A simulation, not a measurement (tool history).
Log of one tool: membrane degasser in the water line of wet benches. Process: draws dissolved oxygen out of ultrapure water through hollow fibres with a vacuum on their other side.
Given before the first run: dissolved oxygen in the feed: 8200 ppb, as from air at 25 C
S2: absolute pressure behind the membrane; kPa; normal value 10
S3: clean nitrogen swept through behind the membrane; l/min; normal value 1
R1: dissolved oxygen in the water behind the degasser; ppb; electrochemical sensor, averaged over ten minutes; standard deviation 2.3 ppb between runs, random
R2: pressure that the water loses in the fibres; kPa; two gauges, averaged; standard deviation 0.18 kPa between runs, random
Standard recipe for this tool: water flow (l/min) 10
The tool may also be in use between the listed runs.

run 1 hour=0 | water_flow_(l/min)=10 S2=10 S3=1 | R1=224.5 R2=32.06
run 2 hour=100.4 | water_flow_(l/min)=10 S2=10 S3=1.73 | R1=161.7 R2=32.44
run 3 hour=196.8 | water_flow_(l/min)=10 S2=10 S3=1 | R1=224.6 R2=32.42
run 4 hour=283.5 | water_flow_(l/min)=10 S2=10 S3=0.59 | R1=321.8 R2=32.2
run 5 hour=356.6 | water_flow_(l/min)=10 S2=10 S3=0.59 | R1=319.8 R2=31.72
run 6 hour=449.1 | water_flow_(l/min)=7 S2=10 S3=1 | R1=127.7 R2=22.45
run 7 hour=538 | water_flow_(l/min)=10 S2=14.2 S3=1 | R1=312.3 R2=31.97
run 8 hour=593.8 | water_flow_(l/min)=10 S2=14.2 S3=1 | R1=316.6 R2=32.11
run 9 hour=691.1 | water_flow_(l/min)=10 S2=10 S3=0.55 | R1=332.7 R2=32.44
run 10 hour=756 | water_flow_(l/min)=10 S2=10 S3=0.55 | R1=337.8 R2=31.75
run 11 hour=805.9 | water_flow_(l/min)=10 S2=10 S3=0.55 | R1=339.2 R2=31.78
run 12 hour=887.6 | water_flow_(l/min)=7 S2=20 S3=0.89 | R1=320.5 R2=22.36
run 13 hour=951.5 | water_flow_(l/min)=10 S2=6.7 S3=0.58 | R1=201.4 R2=31.7
run 14 hour=1033.5 | water_flow_(l/min)=10 S2=6.7 S3=0.58 | R1=201.6 R2=32
run 15 hour=1144 | water_flow_(l/min)=14 S2=6.7 S3=2.61 | R1=240.8 R2=44.61
run 16 hour=1249.3 | water_flow_(l/min)=14 S2=6.7 S3=2.61 | R1=238.3 R2=44.31
run 17 hour=1364.5 | water_flow_(l/min)=10 S2=15 S3=0.92 | R1=349.3 R2=31.82
run 18 hour=1451.4 | water_flow_(l/min)=6 S2=10 S3=1.66 | R1=67.6 R2=19.22
run 19 hour=1510.2 | water_flow_(l/min)=12 S2=10 S3=2.11 | R1=214.3 R2=38.34
run 20 hour=1590.7 | water_flow_(l/min)=15 S2=10 S3=1.35 | R1=395.1 R2=47.64
run 21 hour=1689.4 | water_flow_(l/min)=16 S2=7.3 S3=1.34 | R1=390.9 R2=50.59
run 22 hour=1741.6 | water_flow_(l/min)=16 S2=7.3 S3=1.34 | R1=384.1 R2=50.38

Put back what was entered between runs (1 entry, withheld): which listed runs does each sit between, and how does the hidden state differ from the listed run before to the listed run after?
Runs 18 to 19: vacuum gauge calibrated (hour 1463.8)
  drift of the gauge itself on loss_of_pressure_kpa, %: -1.34 -> -1.4
  what was measured, less what the result would be without the hidden state, R2: -0.26 -> -0.54 kPa
